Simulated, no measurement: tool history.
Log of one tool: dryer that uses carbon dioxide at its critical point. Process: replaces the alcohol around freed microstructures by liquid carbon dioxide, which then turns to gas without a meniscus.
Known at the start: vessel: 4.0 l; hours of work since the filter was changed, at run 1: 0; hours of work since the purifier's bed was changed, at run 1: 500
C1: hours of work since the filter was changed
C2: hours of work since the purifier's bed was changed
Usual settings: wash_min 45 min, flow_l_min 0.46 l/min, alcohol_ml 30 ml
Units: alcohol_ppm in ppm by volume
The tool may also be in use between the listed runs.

{"run": 1, "day": 0.0, "wash_min": 45, "flow_l_min": 0.46, "alcohol_ml": 30, "C1": 0, "C2": 500, "alcohol_ppm": 367}
{"day": 0.608, "done": "purifier's bed changed"}
{"run": 2, "day": 1.967, "wash_min": 45, "flow_l_min": 0.46, "alcohol_ml": 30, "C1": 33, "C2": 25, "alcohol_ppm": 132}
{"run": 3, "day": 4.142, "wash_min": 45, "flow_l_min": 0.46, "alcohol_ml": 30, "C1": 73, "C2": 64, "alcohol_ppm": 156}
{"run": 4, "day": 6.246, "wash_min": 45, "flow_l_min": 0.46, "alcohol_ml": 30, "C1": 111, "C2": 103, "alcohol_ppm": 187}
{"run": 5, "day": 8.262, "wash_min": 45, "flow_l_min": 0.46, "alcohol_ml": 30, "C1": 148, "C2": 139, "alcohol_ppm": 222}
{"run": 6, "day": 10.271, "wash_min": 45, "flow_l_min": 0.46, "alcohol_ml": 30, "C1": 185, "C2": 176, "alcohol_ppm": 245}
{"run": 7, "day": 11.588, "wash_min": 37, "flow_l_min": 0.46, "alcohol_ml": 30, "C1": 208, "C2": 200, "alcohol_ppm": 407}
{"run": 8, "day": 12.888, "wash_min": 45, "flow_l_min": 0.46, "alcohol_ml": 30, "C1": 232, "C2": 223, "alcohol_ppm": 275}
{"run": 9, "day": 14.008, "wash_min": 45, "flow_l_min": 0.46, "alcohol_ml": 30, "C1": 252, "C2": 244, "alcohol_ppm": 284}
{"run": 10, "day": 15.296, "wash_min": 45, "flow_l_min": 0.46, "alcohol_ml": 30, "C1": 276, "C2": 267, "alcohol_ppm": 320}
{"run": 11, "day": 17.388, "wash_min": 45, "flow_l_min": 0.46, "alcohol_ml": 30, "C1": 314, "C2": 305, "alcohol_ppm": 348}
{"run": 12, "day": 18.288, "wash_min": 45, "flow_l_min": 0.667, "alcohol_ml": 30, "C1": 330, "C2": 321, "alcohol_ppm": 206}
{"run": 13, "day": 19.8, "wash_min": 31, "flow_l_min": 0.46, "alcohol_ml": 30, "C1": 358, "C2": 349, "alcohol_ppm": 826}
{"day": 20.575, "done": "inlet filter changed"}
{"run": 14, "day": 21.921, "wash_min": 44, "flow_l_min": 0.422, "alcohol_ml": 25, "C1": 24, "C2": 387, "alcohol_ppm": 343}
{"run": 15, "day": 23.225, "wash_min": 34, "flow_l_min": 0.422, "alcohol_ml": 22, "C1": 48, "C2": 411, "alcohol_ppm": 525}
{"run": 16, "day": 25.075, "wash_min": 34, "flow_l_min": 0.422, "alcohol_ml": 22, "C1": 82, "C2": 444, "alcohol_ppm": 533}
{"run": 17, "day": 26.804, "wash_min": 45, "flow_l_min": 0.385, "alcohol_ml": 80, "C1": 113, "C2": 476, "alcohol_ppm": 908}
{"run": 18, "day": 28.1, "wash_min": 57, "flow_l_min": 0.385, "alcohol_ml": 76, "C1": 137, "C2": 499, "alcohol_ppm": 526}
{"day": 28.75, "done": "purifier's bed changed"}
{"run": 19, "day": 30.042, "wash_min": 49, "flow_l_min": 0.385, "alcohol_ml": 46, "C1": 170, "C2": 23, "alcohol_ppm": 334}
{"run": 20, "day": 31.642, "wash_min": 32, "flow_l_min": 0.459, "alcohol_ml": 93, "C1": 199, "C2": 53, "alcohol_ppm": 1506}
{"run": 21, "day": 33.467, "wash_min": 44, "flow_l_min": 0.571, "alcohol_ml": 103, "C1": 232, "C2": 86, "alcohol_ppm": 303}
{"run": 22, "day": 35.512, "wash_min": 46, "flow_l_min": 0.46, "alcohol_ml": 76, "C1": 269, "C2": 123, "alcohol_ppm": 478}

Measured less the same run without the tool's hidden state. The same run-to-run variation is in both; the gauge's scatter may not be:
The hidden state here: flow that reaches the vessel past the clogged filter, %; alcohol in the recycled carbon dioxide, ppm; drift of the gauge itself on alcohol_ppm, %.
run=1 alcohol_ppm=+260
run=2 alcohol_ppm=+22
run=3 alcohol_ppm=+50
run=4 alcohol_ppm=+76
run=5 alcohol_ppm=+105
run=6 alcohol_ppm=+133
run=7 alcohol_ppm=+188
run=8 alcohol_ppm=+171
run=9 alcohol_ppm=+186
run=10 alcohol_ppm=+207
run=11 alcohol_ppm=+239
run=12 alcohol_ppm=+184
run=13 alcohol_ppm=+426
run=14 alcohol_ppm=+198
run=15 alcohol_ppm=+228
run=16 alcohol_ppm=+252
run=17 alcohol_ppm=+352
run=18 alcohol_ppm=+313
run=19 alcohol_ppm=+98
run=20 alcohol_ppm=+395
run=21 alcohol_ppm=+154
run=22 alcohol_ppm=+235
